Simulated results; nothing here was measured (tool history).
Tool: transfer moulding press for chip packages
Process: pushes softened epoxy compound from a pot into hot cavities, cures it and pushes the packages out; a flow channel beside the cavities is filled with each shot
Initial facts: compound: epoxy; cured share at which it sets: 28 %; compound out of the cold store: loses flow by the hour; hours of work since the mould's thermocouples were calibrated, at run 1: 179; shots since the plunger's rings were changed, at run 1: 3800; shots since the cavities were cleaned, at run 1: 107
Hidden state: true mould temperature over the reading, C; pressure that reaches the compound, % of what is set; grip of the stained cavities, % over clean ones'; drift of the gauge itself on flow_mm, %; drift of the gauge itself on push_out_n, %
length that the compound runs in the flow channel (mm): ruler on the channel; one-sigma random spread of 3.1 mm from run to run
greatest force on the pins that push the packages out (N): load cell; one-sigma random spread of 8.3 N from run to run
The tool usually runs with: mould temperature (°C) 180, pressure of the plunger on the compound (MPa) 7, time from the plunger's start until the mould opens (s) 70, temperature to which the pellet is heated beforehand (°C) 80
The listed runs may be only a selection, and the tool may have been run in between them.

run,day,mould temperature (°C),pressure of the plunger on the compound (MPa),time from the plunger's start until the mould opens (s),temperature to which the pellet is heated beforehand (°C),hours of work since the mould's thermocouples were calibrated,shots since the plunger's rings were changed,shots since the cavities were cleaned,incoming compound's hours out of the cold store,length that the compound runs in the flow channel (mm),greatest force on the pins that push the packages out (N)
1,0,180,7,70,80,179,3800,107,30.1,548,403
# day 0.3: plunger's sealing rings changed
2,0.592,180,7,70,87,185,94,263,26,594,457
3,0.929,180,7,70,87,190,203,372,41.1,567,461
4,1.333,180,7,70,87,195,332,501,16.8,613,500
5,1.562,180,7,70,87,198,405,574,30.6,589,497
# day 1.942: cavities cleaned with cleaning compound and waxed
6,1.992,180,7,54,87,203,523,16,43.2,562,671
7,2.275,180,7,54,87,207,613,106,24,600,790
8,2.754,180,7,54,87,213,767,260,41.6,558,838
# day 2.858: mould's thermocouples calibrated
9,3.229,180,7,70,80,5,893,386,33.4,574,501
10,3.425,180,7,70,80,8,956,449,34.2,573,499
11,3.85,175,7,70,80,13,1092,585,48,551,673
# day 4.179: cavities cleaned with cleaning compound and waxed
12,4.392,175,7,70,80,19,1246,68,40.6,559,525
13,4.779,175,7,70,80,25,1369,191,23.8,599,622
14,5.192,175,7,70,80,30,1503,325,8.9,621,709
15,5.533,175,8.66,70,80,35,1612,434,20.8,667,704
# day 5.796: mould's thermocouples calibrated, once more
16,5.983,175,8.66,70,80,2,1729,551,39.6,616,709
17,6.179,175,8.66,70,80,5,1792,614,20.8,666,749
# day 6.417: cavities cleaned with cleaning compound and waxed
18,6.629,175,8.66,70,80,10,1916,68,15.9,671,563
19,7.042,175,8.66,70,80,16,2048,200,20,662,594
20,7.329,175,5.44,77,75,19,2140,292,37,495,504
21,7.758,184,5.31,109,78,25,2279,431,12,517,328
22,8.121,181,5.23,52,85,30,2395,547,37.3,479,1046
23,8.383,181,5.23,52,85,33,2479,631,45.3,458,1006
# day 8.567: cavities cleaned with cleaning compound and waxed
24,8.879,180,5.42,51,80,39,2618,100,46.8,471,856
25,9.321,180,5.42,81,84,45,2760,242,33.3,491,346
26,9.65,180,6.83,71,84,49,2865,347,16.9,579,479
27,10.046,180,8.74,69,84,54,2991,473,16.6,654,539
28,10.446,180,8.74,69,84,60,3119,601,28.4,623,520

Each row is a separate what-if for the run after 28, all from the same tool condition, not one after another. Results?
# day 10.712: cavities cleaned with cleaning compound and waxed
A,10.733,180,6.19,87,84,63,3193,7,28.2,?,?
# day 10.712: cavities cleaned with cleaning compound and waxed
B,10.733,172,8.74,95,84,63,3193,7,16.2,?,?
# day 10.712: cavities cleaned with cleaning compound and waxed
C,10.733,174,5.34,66,80,63,3193,7,16.8,?,?

run,length that the compound runs in the flow channel (mm),greatest force on the pins that push the packages out (N)
A,528,258
B,663,307
C,512,634
Without the tool's unlogged condition, the same runs would have read:
run,length that the compound runs in the flow channel (mm),greatest force on the pins that push the packages out (N)
A,563,254
B,707,303
C,547,625
